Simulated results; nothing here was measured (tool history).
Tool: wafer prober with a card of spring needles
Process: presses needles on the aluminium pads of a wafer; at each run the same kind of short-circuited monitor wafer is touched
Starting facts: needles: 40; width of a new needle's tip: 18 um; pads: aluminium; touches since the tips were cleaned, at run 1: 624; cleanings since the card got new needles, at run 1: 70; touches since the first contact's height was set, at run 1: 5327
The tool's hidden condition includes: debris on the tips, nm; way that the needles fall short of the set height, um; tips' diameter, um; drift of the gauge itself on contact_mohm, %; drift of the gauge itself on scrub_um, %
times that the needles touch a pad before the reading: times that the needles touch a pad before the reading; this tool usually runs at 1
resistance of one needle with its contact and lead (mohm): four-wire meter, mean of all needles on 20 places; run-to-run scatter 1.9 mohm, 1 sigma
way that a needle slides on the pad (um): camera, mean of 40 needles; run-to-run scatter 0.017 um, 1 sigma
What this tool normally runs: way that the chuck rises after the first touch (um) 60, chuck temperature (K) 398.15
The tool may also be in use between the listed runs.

run,hour,way that the chuck rises after the first touch (um),chuck temperature (K),times that the needles touch a pad before the reading,touches since the tips were cleaned,cleanings since the card got new needles,touches since the first contact's height was set,resistance of one needle with its contact and lead (mohm),way that a needle slides on the pad (um)
1,0.0,60,398.15,1,624,70,5327,232,10.01
# hour 13.8: tips cleaned on abrasive film
2,23.3,60,398.15,1,2885,71,12396,293,9.99
# hour 30.4: tips cleaned on abrasive film
# hour 46.2: tips cleaned on abrasive film
3,49.9,60,398.15,1,1116,73,20431,252,9.98
# hour 62.1: tips cleaned on abrasive film
4,76.0,60,398.15,1,4236,74,28364,288,9.98
# hour 78.6: tips cleaned on abrasive film
# hour 94.5: tips cleaned on abrasive film
5,97.1,60,398.15,1,796,76,34738,243,9.96
# hour 110.6: tips cleaned on abrasive film, once more
6,121.8,60,398.15,2,3432,77,42231,248,9.94
# hour 126.7: tips cleaned on abrasive film
# hour 144.1: tips cleaned on abrasive film
7,148.3,60,398.15,1,1297,79,50252,259,9.96
# hour 160.4: tips cleaned on abrasive film
# hour 176.3: tips cleaned on abrasive film
8,182.4,60,398.15,1,1865,81,60580,270,9.91
# hour 193.3: tips cleaned on abrasive film
# hour 208.8: tips cleaned on abrasive film
9,216.0,60,398.15,2,2164,83,70730,245,9.89
# hour 224.6: tips cleaned on abrasive film
# hour 240.2: tips cleaned on abrasive film
10,243.1,60,398.15,2,871,85,78930,234,9.88
# hour 257.2: tips cleaned on abrasive film
11,257.5,60,398.15,2,83,86,83305,208,9.86
# hour 272.8: tips cleaned on abrasive film
# hour 289.9: tips cleaned on abrasive film
12,289.9,60,398.15,2,0,88,93118,207,9.81
# hour 306.3: tips cleaned on abrasive film
13,310.9,60,398.15,1,1421,89,99487,262,9.83
# hour 322.1: tips cleaned on abrasive film
14,334.3,60,398.15,1,3725,90,106582,287,9.82
# hour 340.5: tips cleaned on abrasive film
15,348.3,60,398.15,1,2367,91,110799,273,9.80
# hour 356.4: tips cleaned on abrasive film
16,370.4,60,398.15,2,4249,92,117503,259,9.80
# hour 373.0: tips cleaned on abrasive film
# hour 388.7: tips cleaned on abrasive film
17,402.4,47,308.15,1,4168,94,127206,352,7.61
# hour 405.6: tips cleaned on abrasive film
# hour 421.3: tips cleaned on abrasive film
18,434.6,47,328.15,2,4024,96,136941,288,7.63
# hour 439.0: tips cleaned on abrasive film
# hour 455.7: tips cleaned on abrasive film
19,467.4,60,320.15,1,3582,98,146898,294,9.77
# hour 471.5: tips cleaned on abrasive film
# hour 487.6: tips cleaned on abrasive film
20,501.2,50,304.15,1,4141,100,157135,336,8.08
# hour 503.4: tips cleaned on abrasive film
21,516.2,50,304.15,1,3905,101,161672,345,8.03
# hour 519.1: tips cleaned on abrasive film
# hour 535.4: tips cleaned on abrasive film
22,535.4,50,304.15,1,0,103,167445,205,8.03
# hour 551.9: tips cleaned on abrasive film
# hour 552.2: height of the first contact set anew
23,562.8,79,304.15,2,3228,104,3228,214,13.21
# hour 569.3: tips cleaned on abrasive film
# hour 587.3: tips cleaned on abrasive film
24,593.8,79,304.15,2,1966,106,12612,206,13.20
# hour 605.6: tips cleaned on abrasive film
# hour 621.2: tips cleaned on abrasive film
25,625.1,79,301.15,2,1192,108,22108,203,13.15
# hour 638.1: tips cleaned on abrasive film
26,652.8,79,301.15,2,4485,109,30524,220,13.14
# hour 655.9: tips cleaned on abrasive film
# hour 673.0: tips cleaned on abrasive film
27,678.8,43,301.15,2,1770,111,38375,276,7.12
# hour 689.8: tips cleaned on abrasive film
# hour 706.0: tips cleaned on abrasive film
28,710.6,43,301.15,2,1387,113,47994,264,7.09
# hour 723.3: tips cleaned on abrasive film
# hour 739.4: tips cleaned on abrasive film
29,741.2,43,301.15,2,541,115,57269,228,7.08
# hour 756.0: tips cleaned on abrasive film
30,770.9,48,397.15,2,4528,116,66269,288,7.91
# hour 772.5: tips cleaned on abrasive film
# hour 790.4: tips cleaned on abrasive film
31,796.0,58,303.15,1,1726,118,73879,274,9.58
# hour 807.8: tips cleaned on abrasive film
# hour 824.3: tips cleaned on abrasive film
32,824.9,66,352.15,3,168,120,82606,199,10.85

Consider 3 possible next runs. They are alternatives, not a sequence: every one starts from the tool as it was left by run 32. What does each give?
# hour 840.5: tips cleaned on abrasive film
A,840.5,49,302.15,1,0,121,87342,?,?
# hour 840.5: tips cleaned on abrasive film
B,840.5,50,398.15,1,0,121,87342,?,?
# hour 840.5: tips cleaned on abrasive film
C,840.5,54,343.15,1,0,121,87342,?,?

run,resistance of one needle with its contact and lead (mohm),way that a needle slides on the pad (um)
A,199,8.00
B,220,8.21
C,206,8.86
Stripped of hidden state, with their random variation kept, the same runs would have yielded:
run,resistance of one needle with its contact and lead (mohm),way that a needle slides on the pad (um)
A,178,8.15
B,202,8.36
C,189,9.01
